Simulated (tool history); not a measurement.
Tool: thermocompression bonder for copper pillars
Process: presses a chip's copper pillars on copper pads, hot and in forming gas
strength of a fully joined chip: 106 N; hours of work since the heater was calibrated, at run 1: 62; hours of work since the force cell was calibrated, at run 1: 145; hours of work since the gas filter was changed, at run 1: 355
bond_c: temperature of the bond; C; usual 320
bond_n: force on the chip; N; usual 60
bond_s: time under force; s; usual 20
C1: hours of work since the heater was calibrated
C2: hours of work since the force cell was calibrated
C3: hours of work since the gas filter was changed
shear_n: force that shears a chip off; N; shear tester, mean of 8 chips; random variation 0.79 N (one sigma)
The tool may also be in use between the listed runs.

{"run": 1, "hour": 0.0, "bond_c": 320, "bond_n": 60, "bond_s": 20, "C1": 62, "C2": 145, "C3": 355, "shear_n": 66.7}
{"run": 2, "hour": 4.3, "bond_c": 344, "bond_n": 60, "bond_s": 20, "C1": 64, "C2": 148, "C3": 357, "shear_n": 76.3}
{"run": 3, "hour": 12.1, "bond_c": 320, "bond_n": 50, "bond_s": 20, "C1": 69, "C2": 153, "C3": 362, "shear_n": 58}
{"run": 4, "hour": 21.1, "bond_c": 320, "bond_n": 50, "bond_s": 20, "C1": 75, "C2": 159, "C3": 368, "shear_n": 57.3}
{"hour": 23.5, "done": "forming gas filter changed"}
{"run": 5, "hour": 29.8, "bond_c": 320, "bond_n": 50, "bond_s": 20, "C1": 80, "C2": 164, "C3": 4, "shear_n": 62.7}
{"run": 6, "hour": 34.2, "bond_c": 320, "bond_n": 60, "bond_s": 14, "C1": 83, "C2": 167, "C3": 7, "shear_n": 64.5}
{"run": 7, "hour": 40.2, "bond_c": 320, "bond_n": 60, "bond_s": 20, "C1": 87, "C2": 171, "C3": 11, "shear_n": 70.8}
{"run": 8, "hour": 46.8, "bond_c": 320, "bond_n": 47, "bond_s": 12, "C1": 91, "C2": 175, "C3": 15, "shear_n": 47.6}
{"run": 9, "hour": 53.8, "bond_c": 320, "bond_n": 63, "bond_s": 20, "C1": 96, "C2": 179, "C3": 19, "shear_n": 73.8}
{"run": 10, "hour": 60.1, "bond_c": 307, "bond_n": 65, "bond_s": 20, "C1": 100, "C2": 183, "C3": 23, "shear_n": 69.2}
{"run": 11, "hour": 65.3, "bond_c": 307, "bond_n": 65, "bond_s": 20, "C1": 103, "C2": 187, "C3": 27, "shear_n": 68.8}
{"run": 12, "hour": 73.8, "bond_c": 320, "bond_n": 86, "bond_s": 25, "C1": 109, "C2": 192, "C3": 32, "shear_n": 91.6}
{"run": 13, "hour": 83.6, "bond_c": 320, "bond_n": 38, "bond_s": 32, "C1": 115, "C2": 198, "C3": 38, "shear_n": 57}

How the hidden state differs across the entries between the runs, from the last listed run before each to the first after it:
Between runs 4 and 5: forming gas filter changed (hour 23.5)
  oxide that the forming gas leaves, % of the face: 7.83 -> 0.66
  measured less the result without the state, shear_n: -5 -> -0.6 N

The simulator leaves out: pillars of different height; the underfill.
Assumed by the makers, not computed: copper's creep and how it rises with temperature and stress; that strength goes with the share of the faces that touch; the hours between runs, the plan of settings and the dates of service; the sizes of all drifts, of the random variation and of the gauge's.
